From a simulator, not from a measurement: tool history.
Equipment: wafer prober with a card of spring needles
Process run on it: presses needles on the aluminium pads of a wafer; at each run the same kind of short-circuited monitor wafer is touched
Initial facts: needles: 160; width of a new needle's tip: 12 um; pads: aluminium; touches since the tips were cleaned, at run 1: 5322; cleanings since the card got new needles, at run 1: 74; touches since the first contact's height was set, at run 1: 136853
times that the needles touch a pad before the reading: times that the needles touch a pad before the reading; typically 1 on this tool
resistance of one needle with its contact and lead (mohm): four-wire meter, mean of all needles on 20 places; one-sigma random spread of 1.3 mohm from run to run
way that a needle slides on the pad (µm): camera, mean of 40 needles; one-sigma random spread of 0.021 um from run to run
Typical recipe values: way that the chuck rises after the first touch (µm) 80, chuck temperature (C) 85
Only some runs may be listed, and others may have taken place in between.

| run | day | way that the chuck rises after the first touch (µm) | chuck temperature (C) | times that the needles touch a pad before the reading | touches since the tips were cleaned | cleanings since the card got new needles | touches since the first contact's height was set | resistance of one needle with its contact and lead (mohm) | way that a needle slides on the pad (µm) |
|---|---|---|---|---|---|---|---|---|---|
| 1 | 0.000 | 80 | 85 | 1 | 5322 | 74 | 136853 | 105 | 22.28 |
|  | 0.346 | tips cleaned on abrasive film |
|  | 1.562 | tips cleaned on abrasive film |
| 2 | 2.292 | 80 | 85 | 1 | 4249 | 76 | 150144 | 108 | 22.28 |
|  | 2.779 | tips cleaned on abrasive film |
|  | 4.029 | tips cleaned on abrasive film |
| 3 | 4.375 | 80 | 85 | 1 | 2000 | 78 | 162206 | 104 | 22.29 |
|  | 5.300 | tips cleaned on abrasive film |
| 4 | 5.662 | 80 | 85 | 1 | 2114 | 79 | 169675 | 107 | 22.25 |
|  | 6.554 | tips cleaned on abrasive film |
|  | 7.783 | tips cleaned on abrasive film |
| 5 | 7.921 | 80 | 85 | 1 | 817 | 81 | 182781 | 106 | 22.22 |
|  | 9.104 | tips cleaned on abrasive film |
| 6 | 10.008 | 70 | 85 | 1 | 5263 | 82 | 194887 | 109 | 19.48 |
|  | 10.275 | tips cleaned on abrasive film |
|  | 11.546 | tips cleaned on abrasive film |
|  | 12.067 | height of the first contact set anew |
| 7 | 12.221 | 70 | 85 | 1 | 3858 | 84 | 912 | 106 | 19.47 |
|  | 12.858 | tips cleaned on abrasive film |
| 8 | 13.850 | 70 | 85 | 1 | 5769 | 85 | 10367 | 106 | 19.49 |
|  | 14.050 | tips cleaned on abrasive film |
|  | 15.400 | tips cleaned on abrasive film |
| 9 | 15.421 | 80 | 85 | 1 | 117 | 87 | 19439 | 106 | 22.28 |
|  | 16.562 | tips cleaned on abrasive film |
| 10 | 16.908 | 97 | 85 | 1 | 2026 | 88 | 28090 | 107 | 27.00 |
|  | 17.796 | tips cleaned on abrasive film |
| 11 | 18.179 | 97 | 85 | 1 | 2217 | 89 | 35443 | 109 | 27.03 |
|  | 19.050 | tips cleaned on abrasive film |
| 12 | 19.458 | 97 | 85 | 1 | 2385 | 90 | 42877 | 109 | 27.00 |
|  | 20.204 | tips cleaned on abrasive film |
|  | 21.354 | tips cleaned on abrasive film |
| 13 | 21.354 | 97 | 85 | 1 | 0 | 92 | 53855 | 108 | 27.03 |
|  | 22.625 | tips cleaned on abrasive film |
| 14 | 23.721 | 97 | 85 | 1 | 6380 | 93 | 67590 | 109 | 27.03 |
|  | 23.908 | tips cleaned on abrasive film |
| 15 | 25.029 | 80 | 35 | 1 | 6525 | 94 | 75177 | 102 | 22.29 |
|  | 25.233 | tips cleaned on abrasive film |
|  | 26.542 | tips cleaned on abrasive film |
| 16 | 26.562 | 80 | 35 | 1 | 123 | 96 | 84058 | 101 | 22.26 |
|  | 27.721 | tips cleaned on abrasive film |
| 17 | 27.900 | 74 | 58 | 1 | 1052 | 97 | 91818 | 103 | 20.60 |
|  | 28.992 | tips cleaned on abrasive film |
| 18 | 29.725 | 73 | 110 | 2 | 4263 | 98 | 102416 | 110 | 20.32 |
|  | 30.154 | tips cleaned on abrasive film |
| 19 | 30.729 | 73 | 110 | 2 | 3352 | 99 | 108227 | 110 | 20.36 |
|  | 31.383 | tips cleaned on abrasive film |
|  | 32.692 | tips cleaned on abrasive film |
| 20 | 32.883 | 73 | 110 | 2 | 1121 | 101 | 120724 | 109 | 20.32 |
|  | 33.850 | tips cleaned on abrasive film |
|  | 35.129 | tips cleaned on abrasive film |
| 21 | 35.221 | 73 | 110 | 2 | 534 | 103 | 134270 | 110 | 20.34 |
|  | 36.458 | tips cleaned on abrasive film |
| 22 | 37.529 | 63 | 37 | 3 | 6247 | 104 | 147677 | 102 | 17.53 |
|  | 37.750 | tips cleaned on abrasive film |
| 23 | 38.771 | 96 | 37 | 1 | 5950 | 105 | 154872 | 102 | 26.75 |
|  | 38.912 | tips cleaned on abrasive film |
|  | 40.188 | tips cleaned on abrasive film |
| 24 | 40.188 | 96 | 37 | 1 | 0 | 107 | 163060 | 102 | 26.73 |
|  | 41.542 | tips cleaned on abrasive film |
| 25 | 41.746 | 96 | 37 | 1 | 1168 | 108 | 172101 | 101 | 26.71 |
|  | 42.721 | tips cleaned on abrasive film |
| 26 | 42.958 | 60 | 48 | 2 | 1388 | 109 | 179138 | 101 | 16.70 |
|  | 43.992 | tips cleaned on abrasive film |
| 27 | 44.879 | 97 | 58 | 1 | 5181 | 110 | 190304 | 104 | 27.07 |
|  | 45.275 | tips cleaned on abrasive film |
|  | 46.500 | tips cleaned on abrasive film |
| 28 | 46.779 | 60 | 45 | 1 | 1633 | 112 | 201306 | 102 | 16.72 |
|  | 47.675 | tips cleaned on abrasive film |
|  | 47.688 | height of the first contact set anew |
| 29 | 48.088 | 60 | 45 | 1 | 2326 | 113 | 2326 | 104 | 16.74 |
|  | 48.942 | tips cleaned on abrasive film |
| 30 | 49.783 | 60 | 45 | 1 | 4913 | 114 | 12166 | 103 | 16.70 |
|  | 50.171 | tips cleaned on abrasive film |
| 31 | 50.904 | 94 | 56 | 2 | 4264 | 115 | 18651 | 101 | 26.21 |

Here are 4 independent what-if runs from the current tool condition. What would each one return?
|  | 51.454 | tips cleaned on abrasive film |
| A | 52.104 | 80 | 94 | 3 | 3781 | 116 | 25614 | ? | ? |
|  | 51.454 | tips cleaned on abrasive film |
| B | 52.104 | 80 | 44 | 2 | 3781 | 116 | 25614 | ? | ? |
|  | 51.454 | tips cleaned on abrasive film |
| C | 52.104 | 69 | 116 | 1 | 3781 | 116 | 25614 | ? | ? |
|  | 51.454 | tips cleaned on abrasive film |
| D | 52.104 | 74 | 98 | 1 | 3781 | 116 | 25614 | ? | ? |

| run | resistance of one needle with its contact and lead (mohm) | way that a needle slides on the pad (µm) |
|---|---|---|
| A | 108 | 22.32 |
| B | 102 | 22.30 |
| C | 109 | 19.21 |
| D | 109 | 20.65 |
Without the tool's unlogged condition, the same runs would have read:
| run | resistance of one needle with its contact and lead (mohm) | way that a needle slides on the pad (µm) |
|---|---|---|
| A | 107 | 22.32 |
| B | 101 | 22.30 |
| C | 109 | 19.21 |
| D | 109 | 20.65 |
